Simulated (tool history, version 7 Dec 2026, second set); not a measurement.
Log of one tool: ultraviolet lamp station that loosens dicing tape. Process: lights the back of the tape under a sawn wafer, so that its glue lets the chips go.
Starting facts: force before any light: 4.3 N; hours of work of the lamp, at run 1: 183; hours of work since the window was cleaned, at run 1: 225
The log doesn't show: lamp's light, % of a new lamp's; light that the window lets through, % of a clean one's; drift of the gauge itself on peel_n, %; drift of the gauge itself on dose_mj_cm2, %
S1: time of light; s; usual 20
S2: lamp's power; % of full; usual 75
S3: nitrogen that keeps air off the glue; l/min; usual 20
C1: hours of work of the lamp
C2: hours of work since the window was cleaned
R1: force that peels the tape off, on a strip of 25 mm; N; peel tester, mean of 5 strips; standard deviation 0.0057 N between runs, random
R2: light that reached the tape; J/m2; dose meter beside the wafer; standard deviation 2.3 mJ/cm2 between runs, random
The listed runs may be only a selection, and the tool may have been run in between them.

{"run": 1, "day": 0.0, "S1": 20, "S2": 75, "S3": 20, "C1": 183, "C2": 225, "R1": 0.15, "R2": 2410}
{"run": 2, "day": 0.367, "S1": 20, "S2": 63, "S3": 20, "C1": 189, "C2": 230, "R1": 0.193, "R2": 2060}
{"run": 3, "day": 0.804, "S1": 20, "S2": 63, "S3": 20, "C1": 195, "C2": 236, "R1": 0.191, "R2": 2070}
{"run": 4, "day": 1.279, "S1": 20, "S2": 63, "S3": 20, "C1": 202, "C2": 243, "R1": 0.191, "R2": 2020}
{"run": 5, "day": 1.55, "S1": 20, "S2": 63, "S3": 20, "C1": 206, "C2": 247, "R1": 0.187, "R2": 2000}
{"run": 6, "day": 1.825, "S1": 20, "S2": 75, "S3": 20, "C1": 210, "C2": 251, "R1": 0.139, "R2": 2430}
{"run": 7, "day": 2.367, "S1": 20, "S2": 74, "S3": 20, "C1": 217, "C2": 258, "R1": 0.142, "R2": 2440}
{"run": 8, "day": 2.658, "S1": 20, "S2": 74, "S3": 20, "C1": 221, "C2": 263, "R1": 0.147, "R2": 2400}
{"run": 9, "day": 3.054, "S1": 36, "S2": 75, "S3": 20, "C1": 227, "C2": 268, "R1": 0.094, "R2": 4370}
{"run": 10, "day": 3.517, "S1": 36, "S2": 75, "S3": 20, "C1": 234, "C2": 275, "R1": 0.093, "R2": 4410}
{"run": 11, "day": 3.988, "S1": 36, "S2": 75, "S3": 20, "C1": 240, "C2": 282, "R1": 0.097, "R2": 4400}
{"run": 12, "day": 4.379, "S1": 36, "S2": 75, "S3": 20, "C1": 246, "C2": 287, "R1": 0.094, "R2": 4330}
{"run": 13, "day": 4.979, "S1": 36, "S2": 75, "S3": 20, "C1": 255, "C2": 296, "R1": 0.098, "R2": 4350}
{"run": 14, "day": 5.267, "S1": 20, "S2": 88, "S3": 20, "C1": 259, "C2": 300, "R1": 0.111, "R2": 2830}
{"run": 15, "day": 5.746, "S1": 20, "S2": 75, "S3": 20, "C1": 266, "C2": 307, "R1": 0.143, "R2": 2420}
{"run": 16, "day": 6.221, "S1": 17, "S2": 93, "S3": 20, "C1": 272, "C2": 313, "R1": 0.132, "R2": 2560}
{"run": 17, "day": 6.65, "S1": 17, "S2": 76, "S3": 34, "C1": 279, "C2": 320, "R1": 0.127, "R2": 2110}
{"day": 7.042, "done": "window cleaned of glue's vapour"}
{"run": 18, "day": 7.042, "S1": 22, "S2": 77, "S3": 17, "C1": 284, "C2": 0, "R1": 0.128, "R2": 2740}
{"run": 19, "day": 7.375, "S1": 22, "S2": 77, "S3": 17, "C1": 289, "C2": 5, "R1": 0.126, "R2": 2760}
{"run": 20, "day": 7.883, "S1": 26, "S2": 66, "S3": 8, "C1": 296, "C2": 12, "R1": 0.205, "R2": 2730}
{"run": 21, "day": 8.271, "S1": 26, "S2": 73, "S3": 36, "C1": 301, "C2": 18, "R1": 0.111, "R2": 3040}
{"run": 22, "day": 8.917, "S1": 22, "S2": 61, "S3": 9, "C1": 311, "C2": 27, "R1": 0.317, "R2": 2170}
{"run": 23, "day": 9.329, "S1": 14, "S2": 98, "S3": 12, "C1": 317, "C2": 33, "R1": 0.235, "R2": 2190}
{"run": 24, "day": 9.946, "S1": 14, "S2": 98, "S3": 12, "C1": 325, "C2": 41, "R1": 0.242, "R2": 2250}
{"run": 25, "day": 10.362, "S1": 17, "S2": 82, "S3": 20, "C1": 331, "C2": 47, "R1": 0.168, "R2": 2250}
{"run": 26, "day": 10.825, "S1": 17, "S2": 82, "S3": 20, "C1": 338, "C2": 54, "R1": 0.153, "R2": 2250}
{"run": 27, "day": 11.271, "S1": 20, "S2": 82, "S3": 20, "C1": 344, "C2": 60, "R1": 0.126, "R2": 2640}
{"run": 28, "day": 11.888, "S1": 25, "S2": 82, "S3": 14, "C1": 353, "C2": 69, "R1": 0.108, "R2": 3310}
{"run": 29, "day": 12.462, "S1": 18, "S2": 75, "S3": 22, "C1": 361, "C2": 77, "R1": 0.164, "R2": 2150}

For each entry between runs, how does the tool's hidden state at the last listed run before it compare with that at the first listed run after it?
Logged between run 17 and run 18: window cleaned of glue's vapour (day 7.042)
  light that the window lets through, % of a clean one's: 99.8 -> 100
